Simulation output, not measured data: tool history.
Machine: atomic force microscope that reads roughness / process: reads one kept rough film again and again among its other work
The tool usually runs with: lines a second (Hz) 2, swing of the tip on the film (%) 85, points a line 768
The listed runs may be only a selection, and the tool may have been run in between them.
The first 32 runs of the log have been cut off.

run	day	lines a second (Hz)	swing of the tip on the film (%)	points a line	pictures with this tip	hours of work since the height scale was calibrated	roughness of the kept film (nm (root mean square))
# day 22.896: new tip fitted
33	23.338	1.66	73	414	13	433	1.696
34	24.096	1.66	73	414	35	442	1.693
35	24.958	2.73	58	768	60	453	1.76
36	25.492	2.73	58	768	75	459	1.756
37	25.979	0.9	66	377	90	465	1.804
38	26.617	0.9	66	377	108	472	1.811
39	27.096	0.9	66	377	122	478	1.799
40	28.067	3.66	79	616	150	490	1.357
41	28.704	3.66	79	616	169	497	1.362
42	29.367	1.22	83	313	188	505	1.62
43	30.262	1.22	83	313	214	516	1.619
# day 30.646: new tip fitted
44	31.242	1.44	73	518	17	527	1.729
45	32.179	1.44	83	518	45	538	1.61
46	33.012	2.11	83	518	69	548	1.502
47	33.7	2.11	83	518	89	557	1.494
48	34.242	1.29	83	446	105	563	1.625
49	34.867	1.9	75	332	123	570	1.629
50	35.604	2	73	713	145	579	1.631

Forecast each of these 4 alternatives for the next run:
A	36.442	0.74	85	768	169	589	?
B	36.442	2	73	640	169	589	?
C	36.442	2	73	296	169	589	?
D	36.442	0.53	87	306	169	589	?

run	roughness of the kept film (nm (root mean square))
A	1.707
B	1.628
C	1.631
D	1.733
Without the tool's unlogged condition, the same runs would have read:
run	roughness of the kept film (nm (root mean square))
A	1.745
B	1.664
C	1.666
D	1.771
